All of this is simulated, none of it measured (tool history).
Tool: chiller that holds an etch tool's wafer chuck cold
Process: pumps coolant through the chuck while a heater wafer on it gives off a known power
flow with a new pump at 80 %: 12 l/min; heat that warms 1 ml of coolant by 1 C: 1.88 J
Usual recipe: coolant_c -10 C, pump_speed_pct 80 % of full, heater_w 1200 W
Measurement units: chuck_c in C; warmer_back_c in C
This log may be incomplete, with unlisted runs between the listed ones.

run 1 hour=0.0 | coolant_c=-10 pump_speed_pct=80 heater_w=1200 | chuck_c=-0.8 warmer_back_c=3.33
run 2 hour=39.0 | coolant_c=-10 pump_speed_pct=80 heater_w=1200 | chuck_c=-0.8 warmer_back_c=3.32
run 3 hour=79.4 | coolant_c=-10 pump_speed_pct=80 heater_w=1200 | chuck_c=-0.6 warmer_back_c=3.38
run 4 hour=114.4 | coolant_c=-10 pump_speed_pct=80 heater_w=1200 | chuck_c=-0.8 warmer_back_c=3.30
run 5 hour=155.1 | coolant_c=-10 pump_speed_pct=80 heater_w=1200 | chuck_c=-0.8 warmer_back_c=3.36
run 6 hour=197.5 | coolant_c=-10 pump_speed_pct=80 heater_w=1200 | chuck_c=-0.7 warmer_back_c=3.33
run 7 hour=237.1 | coolant_c=-10 pump_speed_pct=80 heater_w=1200 | chuck_c=-0.7 warmer_back_c=3.35
run 8 hour=270.6 | coolant_c=-10 pump_speed_pct=80 heater_w=1200 | chuck_c=-0.5 warmer_back_c=3.38
run 9 hour=303.8 | coolant_c=-10 pump_speed_pct=80 heater_w=1200 | chuck_c=-0.7 warmer_back_c=3.33
run 10 hour=343.4 | coolant_c=-10 pump_speed_pct=80 heater_w=1200 | chuck_c=-0.6 warmer_back_c=3.31
run 11 hour=398.0 | coolant_c=-2 pump_speed_pct=80 heater_w=1200 | chuck_c=7.6 warmer_back_c=3.36
run 12 hour=452.9 | coolant_c=-10 pump_speed_pct=80 heater_w=1200 | chuck_c=-0.7 warmer_back_c=3.36
-- hour=458.7 chiller's thermometer calibrated
run 13 hour=522.2 | coolant_c=-10 pump_speed_pct=69 heater_w=1200 | chuck_c=0.3 warmer_back_c=3.90
run 14 hour=566.0 | coolant_c=-10 pump_speed_pct=69 heater_w=1200 | chuck_c=0.2 warmer_back_c=3.96
run 15 hour=636.2 | coolant_c=-10 pump_speed_pct=80 heater_w=1200 | chuck_c=-0.7 warmer_back_c=3.34
run 16 hour=678.1 | coolant_c=-10 pump_speed_pct=86 heater_w=1200 | chuck_c=-1.1 warmer_back_c=3.09
run 17 hour=750.1 | coolant_c=-10 pump_speed_pct=93 heater_w=1064 | chuck_c=-2.5 warmer_back_c=2.58
run 18 hour=785.5 | coolant_c=-10 pump_speed_pct=65 heater_w=1200 | chuck_c=0.9 warmer_back_c=4.18
run 19 hour=835.4 | coolant_c=-10 pump_speed_pct=65 heater_w=1200 | chuck_c=0.9 warmer_back_c=4.24
-- hour=884.8 chiller's thermometer calibrated, once more
run 20 hour=891.0 | coolant_c=-13 pump_speed_pct=73 heater_w=1200 | chuck_c=-3.1 warmer_back_c=3.70
run 21 hour=956.7 | coolant_c=-4 pump_speed_pct=73 heater_w=1200 | chuck_c=6.1 warmer_back_c=3.74
run 22 hour=993.4 | coolant_c=-12 pump_speed_pct=73 heater_w=1200 | chuck_c=-1.9 warmer_back_c=3.73
run 23 hour=1062.7 | coolant_c=-4 pump_speed_pct=79 heater_w=1200 | chuck_c=5.7 warmer_back_c=3.49
run 24 hour=1105.4 | coolant_c=-4 pump_speed_pct=79 heater_w=1200 | chuck_c=5.7 warmer_back_c=3.43
run 25 hour=1169.7 | coolant_c=-4 pump_speed_pct=79 heater_w=1200 | chuck_c=5.5 warmer_back_c=3.47
run 26 hour=1200.5 | coolant_c=-19 pump_speed_pct=67 heater_w=1098 | chuck_c=-9.1 warmer_back_c=3.73
run 27 hour=1248.1 | coolant_c=-6 pump_speed_pct=88 heater_w=1200 | chuck_c=2.9 warmer_back_c=3.12
run 28 hour=1282.3 | coolant_c=-13 pump_speed_pct=67 heater_w=1374 | chuck_c=-0.5 warmer_back_c=4.81
run 29 hour=1333.5 | coolant_c=-10 pump_speed_pct=79 heater_w=1717 | chuck_c=3.8 warmer_back_c=4.98
run 30 hour=1384.2 | coolant_c=-8 pump_speed_pct=81 heater_w=718 | chuck_c=-2.4 warmer_back_c=2.02
run 31 hour=1439.9 | coolant_c=-13 pump_speed_pct=80 heater_w=764 | chuck_c=-6.9 warmer_back_c=2.22

Measured result minus the same run's result without the hidden state. Both carry the same run-to-run variation, though not necessarily the same gauge scatter:
Hidden state at play: heat passed by the chuck's channels, % of clean ones'; flow at a given pump speed, % of a new pump's; coolant's true temperature over the reading, C; drift of the gauge itself on chuck_c, C; drift of the gauge itself on warmer_back_c, C.
run=1 chuck_c=+0.7 warmer_back_c=+0.13
run=2 chuck_c=+0.7 warmer_back_c=+0.13
run=3 chuck_c=+0.7 warmer_back_c=+0.14
run=4 chuck_c=+0.7 warmer_back_c=+0.13
run=5 chuck_c=+0.7 warmer_back_c=+0.14
run=6 chuck_c=+0.7 warmer_back_c=+0.14
run=7 chuck_c=+0.8 warmer_back_c=+0.15
run=8 chuck_c=+0.8 warmer_back_c=+0.15
run=9 chuck_c=+0.8 warmer_back_c=+0.15
run=10 chuck_c=+0.8 warmer_back_c=+0.15
run=11 chuck_c=+0.8 warmer_back_c=+0.16
run=12 chuck_c=+0.8 warmer_back_c=+0.16
run=13 chuck_c=+0.9 warmer_back_c=+0.20
run=14 chuck_c=+0.8 warmer_back_c=+0.20
run=15 chuck_c=+0.8 warmer_back_c=+0.17
run=16 chuck_c=+0.7 warmer_back_c=+0.17
run=17 chuck_c=+0.6 warmer_back_c=+0.14
run=18 chuck_c=+1.0 warmer_back_c=+0.23
run=19 chuck_c=+1.0 warmer_back_c=+0.24
run=20 chuck_c=+1.0 warmer_back_c=+0.21
run=21 chuck_c=+1.0 warmer_back_c=+0.23
run=22 chuck_c=+1.0 warmer_back_c=+0.23
run=23 chuck_c=+1.0 warmer_back_c=+0.22
run=24 chuck_c=+1.0 warmer_back_c=+0.21
run=25 chuck_c=+1.1 warmer_back_c=+0.22
run=26 chuck_c=+1.0 warmer_back_c=+0.25
run=27 chuck_c=+0.9 warmer_back_c=+0.20
run=28 chuck_c=+1.3 warmer_back_c=+0.31
run=29 chuck_c=+1.5 warmer_back_c=+0.33
run=30 chuck_c=+0.6 warmer_back_c=+0.14
run=31 chuck_c=+0.7 warmer_back_c=+0.15

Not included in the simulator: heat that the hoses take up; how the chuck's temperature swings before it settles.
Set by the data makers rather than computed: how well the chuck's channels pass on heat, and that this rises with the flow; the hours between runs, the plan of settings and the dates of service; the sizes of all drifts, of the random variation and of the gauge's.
